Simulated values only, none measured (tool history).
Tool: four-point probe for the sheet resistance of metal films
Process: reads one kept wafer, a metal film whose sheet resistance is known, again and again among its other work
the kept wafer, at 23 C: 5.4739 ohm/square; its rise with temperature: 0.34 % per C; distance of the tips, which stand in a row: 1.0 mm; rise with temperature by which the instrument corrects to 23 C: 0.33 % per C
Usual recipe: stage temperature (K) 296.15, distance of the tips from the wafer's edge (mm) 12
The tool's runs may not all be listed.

run,hour,stage temperature (K),distance of the tips from the wafer's edge (mm),sheet resistance as the instrument gives it (ohm/square)
1,0.0,296.15,12,5.466790
2,91.4,296.15,12,5.466996
3,202.4,296.15,12,5.465701
4,331.6,296.15,12,5.464608
5,438.8,296.15,6,5.524672
6,563.3,296.15,6,5.525077
7,692.1,296.15,12,5.463865
8,832.3,296.15,12,5.465691
9,916.3,296.15,64,5.445423
10,1036.1,296.15,64,5.445526
# hour 1044.9: stage's thermometer calibrated
11,1101.5,296.15,64,5.446571
12,1188.6,299.15,12,5.467514
13,1274.6,299.15,12,5.468136
14,1412.8,299.15,12,5.467027
15,1507.4,296.15,12,5.464419
16,1629.2,296.15,12,5.463567
# hour 1639.4: stage's thermometer calibrated, once more
17,1702.5,296.15,27,5.443362
18,1830.7,296.15,25,5.446509
19,1912.6,296.15,25,5.445667
20,2052.5,301.15,6,5.523178
21,2188.7,300.15,33,5.446916
22,2265.7,306.15,12,5.468068
23,2360.0,300.15,13,5.462392

What will run 24 give?
24,2466.8,304.15,59,?

Run 24 came out at sheet resistance as the instrument gives it (ohm/square) 5.445184.
Were there no unlogged condition in the tool, this run, its random variation unchanged, would have produced sheet resistance as the instrument gives it (ohm/square) 5.478107.
